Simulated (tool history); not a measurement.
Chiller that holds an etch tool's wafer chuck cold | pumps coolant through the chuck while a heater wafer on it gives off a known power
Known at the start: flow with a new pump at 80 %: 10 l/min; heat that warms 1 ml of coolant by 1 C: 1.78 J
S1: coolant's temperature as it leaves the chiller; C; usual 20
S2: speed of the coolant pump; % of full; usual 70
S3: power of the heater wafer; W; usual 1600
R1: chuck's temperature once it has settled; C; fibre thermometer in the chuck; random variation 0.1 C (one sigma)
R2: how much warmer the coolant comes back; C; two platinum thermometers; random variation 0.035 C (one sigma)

| run | hour | S1 | S2 | S3 | R1 | R2 |
|---|---|---|---|---|---|---|
| 1 | 0 | 20 | 70 | 1600 | 37.1 | 6.48 |
| 2 | 87.1 | 20 | 70 | 1600 | 37.1 | 6.5 |
| 3 | 190.9 | 20 | 70 | 1600 | 37 | 6.51 |
| 4 | 282.5 | 20 | 70 | 1600 | 37.1 | 6.48 |
| 5 | 359.3 | 20 | 70 | 1600 | 37.3 | 6.53 |
| 6 | 440.9 | 20 | 70 | 1600 | 37.2 | 6.53 |
| 7 | 555 | 20 | 70 | 1949 | 41.1 | 7.93 |
| 8 | 636.5 | 20 | 70 | 1600 | 37.4 | 6.53 |
| 9 | 749.5 | 20 | 87 | 1600 | 34.7 | 5.27 |
| 10 | 834.6 | 20 | 70 | 1600 | 37.6 | 6.6 |
| 11 | 909.3 | 20 | 70 | 1600 | 37.3 | 6.56 |
| 12 | 959.4 | 20 | 70 | 1600 | 37.3 | 6.59 |
| 13 | 1068.1 | 20 | 70 | 1600 | 37.6 | 6.61 |
|  | 1129.6 | coolant changed, channels flushed |
| 14 | 1156.7 | 20 | 70 | 1600 | 36.2 | 6.56 |
|  | 1167.2 | chiller's thermometer calibrated |
| 15 | 1205.3 | 20 | 70 | 1600 | 36.3 | 6.64 |
| 16 | 1302.7 | 20 | 70 | 2163 | 41.8 | 8.91 |
| 17 | 1359 | 11 | 70 | 2065 | 31.9 | 8.54 |
| 18 | 1405.6 | 21 | 98 | 2201 | 38.8 | 6.42 |
| 19 | 1481.3 | 15 | 98 | 804 | 21.5 | 2.36 |
| 20 | 1540.2 | 27 | 70 | 1600 | 43.5 | 6.66 |
| 21 | 1591 | 19 | 67 | 1415 | 34 | 6.07 |
| 22 | 1676 | 19 | 99 | 1415 | 30.4 | 4.08 |
| 23 | 1743 | 19 | 63 | 1415 | 34.6 | 6.58 |
| 24 | 1845.8 | 15 | 70 | 1600 | 31.4 | 6.65 |
| 25 | 1947.1 | 14 | 90 | 1600 | 27.7 | 5.18 |
| 26 | 2014.4 | 14 | 76 | 940 | 23.2 | 3.66 |
| 27 | 2085 | 23 | 65 | 2138 | 46.4 | 9.61 |
| 28 | 2194.4 | 28 | 97 | 2138 | 45.7 | 6.41 |
| 29 | 2294.8 | 28 | 97 | 2138 | 45.8 | 6.39 |
| 30 | 2392 | 20 | 70 | 1214 | 32.6 | 5.12 |
| 31 | 2487.9 | 23 | 81 | 1214 | 34.2 | 4.4 |

Forecast each of these 3 alternatives for the next run:
| A | 2543.4 | 23 | 81 | 1165 | ? | ? |
| B | 2543.4 | 25 | 70 | 1125 | ? | ? |
| C | 2543.4 | 10 | 70 | 1600 | ? | ? |

| run | R1 | R2 |
|---|---|---|
| A | 34 | 4.24 |
| B | 36.6 | 4.7 |
| C | 26.7 | 6.74 |
Without the tool's hidden state the same runs would have given:
| run | R1 | R2 |
|---|---|---|
| A | 33.3 | 3.91 |
| B | 35.8 | 4.33 |
| C | 25.5 | 6.22 |
